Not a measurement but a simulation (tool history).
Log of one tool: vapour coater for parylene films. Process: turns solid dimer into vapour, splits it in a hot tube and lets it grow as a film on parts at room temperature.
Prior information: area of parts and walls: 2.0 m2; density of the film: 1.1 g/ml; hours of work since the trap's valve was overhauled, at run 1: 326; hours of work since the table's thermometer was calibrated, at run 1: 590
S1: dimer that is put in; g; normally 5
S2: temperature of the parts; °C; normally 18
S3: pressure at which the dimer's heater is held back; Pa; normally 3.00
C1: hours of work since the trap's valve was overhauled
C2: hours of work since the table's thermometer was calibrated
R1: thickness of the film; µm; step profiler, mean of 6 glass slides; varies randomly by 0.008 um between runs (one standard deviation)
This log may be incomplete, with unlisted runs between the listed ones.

run	hour	S1	S2	S3	C1	C2	R1
1	0.0	5	18	3.00	326	590	1.809
2	16.4	5	18	3.00	336	600	1.803
3	34.0	5	18	3.00	347	610	1.799
4	48.4	5	18	3.00	355	619	1.810
5	69.9	5	15	3.00	368	632	1.961
6	91.0	5	15	3.00	381	644	1.965
7	103.9	5	15	3.00	389	652	1.956
# hour 121.9: trap's valve overhauled
8	124.3	5	15	3.00	1	662	1.788
9	148.1	5	15	3.00	16	676	1.791
10	162.0	5	18	3.00	24	684	1.636
11	177.6	5	18	3.00	33	694	1.622
12	189.9	2	29	5.35	41	701	0.428
13	206.6	4	28	6.20	51	711	0.860
14	225.0	5	14	3.00	62	722	1.814
# hour 230.3: trap's valve overhauled, once more
15	239.7	5	14	3.00	6	729	2.215
16	264.2	5	14	3.00	20	743	2.211
17	284.2	5	13	3.00	32	755	2.195
18	297.3	5	13	3.00	40	763	2.197
19	311.6	5	13	3.00	49	772	2.196
20	328.6	5	18	2.86	59	782	1.975
21	339.6	8	23	6.07	65	788	2.401

3 ways to go on from here, each from the tool as it stands after run 21. What would each give?
A	355.5	3	18	2.15	75	798	?
B	355.5	5	15	3.00	75	798	?
C	355.5	4	11	5.11	75	798	?

run	R1
A	1.248
B	2.136
C	1.739
With no hidden state in the tool, these same runs would have given:
run	R1
A	1.232
B	2.109
C	1.744

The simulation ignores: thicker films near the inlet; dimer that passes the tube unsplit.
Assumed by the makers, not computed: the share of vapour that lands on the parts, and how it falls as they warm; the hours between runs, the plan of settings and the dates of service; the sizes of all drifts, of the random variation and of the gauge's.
